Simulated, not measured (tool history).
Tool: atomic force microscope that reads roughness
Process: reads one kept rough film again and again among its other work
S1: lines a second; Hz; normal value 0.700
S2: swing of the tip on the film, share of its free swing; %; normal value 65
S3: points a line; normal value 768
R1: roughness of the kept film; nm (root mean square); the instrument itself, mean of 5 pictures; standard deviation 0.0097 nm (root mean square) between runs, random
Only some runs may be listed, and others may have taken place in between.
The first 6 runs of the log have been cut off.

run	hour	S1	S2	S3	R1
7	46.3	0.700	65	768	2.471
8	52.3	0.700	65	768	2.476
9	59.1	0.700	73	768	2.433
10	64.1	0.700	73	768	2.446
11	71.2	2.106	65	768	2.377
12	76.4	2.106	65	768	2.383
13	81.4	2.106	65	768	2.370
14	89.1	1.244	65	768	2.412
15	98.9	1.244	89	768	2.250
# hour 106.2: new tip fitted
16	106.7	0.700	65	483	2.535
17	113.2	0.700	65	483	2.522
18	121.8	0.700	65	461	2.526
19	130.0	0.700	70	502	2.525
20	137.9	0.926	65	979	2.488
21	143.0	1.086	77	979	2.457
# hour 144.8: height scale calibrated on a step standard
22	152.3	1.426	65	768	2.475
23	160.2	2.138	65	803	2.430
24	168.0	2.138	65	803	2.423
25	177.5	1.268	72	803	2.438
26	184.5	1.268	72	803	2.433
27	189.2	3.620	69	768	2.291
28	193.8	1.015	69	768	2.482

Run 29 comes next. What will it give?
# hour 199.3: height scale calibrated on a step standard, once more
29	200.0	1.015	69	768	?

Run 29 produced R1 2.455 nm (root mean square).
On a tool with no hidden condition, and with the same random variation, this run would have come out at R1 2.504 nm (root mean square).

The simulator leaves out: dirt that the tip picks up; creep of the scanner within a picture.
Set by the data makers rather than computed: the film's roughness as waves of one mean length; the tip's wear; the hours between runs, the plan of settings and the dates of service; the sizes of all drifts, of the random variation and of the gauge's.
